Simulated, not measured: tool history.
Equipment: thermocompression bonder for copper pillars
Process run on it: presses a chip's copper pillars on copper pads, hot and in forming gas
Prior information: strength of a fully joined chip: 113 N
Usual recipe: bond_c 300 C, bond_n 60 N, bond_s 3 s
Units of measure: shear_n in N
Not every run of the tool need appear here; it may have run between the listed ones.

run     day  bond_c  bond_n  bond_s  shear_n
  1       0     300      60       3     50.3
  2   0.596     300      60       3       48
  3   1.762     300      60       3     47.7
  4   2.842     300      60       3     47.7
  5   3.817     300      60       3     45.9
  6   4.496     300      60       3     46.2
  7   5.333     274      60       3       34
  8   6.371     274      60       3     34.7
  9   7.029     300      60       3     46.1
 10   8.062     300      60       3     45.7
 11   8.588     300      60       4     49.9
 12   9.617     300      60       4     49.6
 13  10.858     300      60       4     47.3
 14  11.779     300      60       4     48.1
 15  12.333     300      60       4     49.6
 16  13.025     300      60       4     47.4
 17  13.721     277      60       3     35.9
 18  14.392     300      60       3     46.4
 19  15.471     300      60       3     46.7
 20  16.675     300      60       3     45.8
 21  17.667     312      63       3     53.9
 22  18.512     305      85       3     65.2
 23  19.771     328      83       5     84.5
 24    20.6     328      83       5     83.5
 25    21.4     300      74       9     74.7
 26  22.638     300      74       9     72.1
 27  23.162     300      74       9     74.8
 28  23.692     281      83       8     65.5
 29  24.654     300      39       3     26.2
 30  25.708     300      39       3     25.6
 31   26.95     300      41       3     26.7
 32  27.758     293      64       3     39.1
 33  28.604     310      40       5     36.5
 34   29.35     310      40       5     38.2
 35  30.417     310      40       5     42.1
 36  31.429     273      60       4     39.6
 37  32.071     300      79       3     60.7
 38  33.108     276      78       2     39.8
 39  34.342     276      78       2     40.3
 40  34.996     300      53       6     51.4

Taken out of this log: 3 entries between the listed runs. Where each belongs, and how the hidden state differs across it:
After run 16, before run 17: forming gas filter changed (day 13.396)
  true temperature of the bond over the reading, C: -4.4 -> -4.6; force that reaches the chip, % of what is set: 93.3 -> 93.2; oxide that the forming gas leaves, % of the face: 11.09 -> 0.83
  measured less the result without the state, shear_n: -11.7 -> -5.3 N
After run 33, before run 34: heater calibrated with a thermocouple chip (day 29.3)
  true temperature of the bond over the reading, C: -7.9 -> -1.1; force that reaches the chip, % of what is set: 91 -> 90.9; oxide that the forming gas leaves, % of the face: 11.25 -> 11.66
  measured less the result without the state, shear_n: -12.4 -> -9.5 N
After run 34, before run 35: forming gas filter changed (day 30.033)
  true temperature of the bond over the reading, C: -1.1 -> -1.4; force that reaches the chip, % of what is set: 90.9 -> 90.8; oxide that the forming gas leaves, % of the face: 11.66 -> 0.8
  measured less the result without the state, shear_n: -9.5 -> -5.1 N

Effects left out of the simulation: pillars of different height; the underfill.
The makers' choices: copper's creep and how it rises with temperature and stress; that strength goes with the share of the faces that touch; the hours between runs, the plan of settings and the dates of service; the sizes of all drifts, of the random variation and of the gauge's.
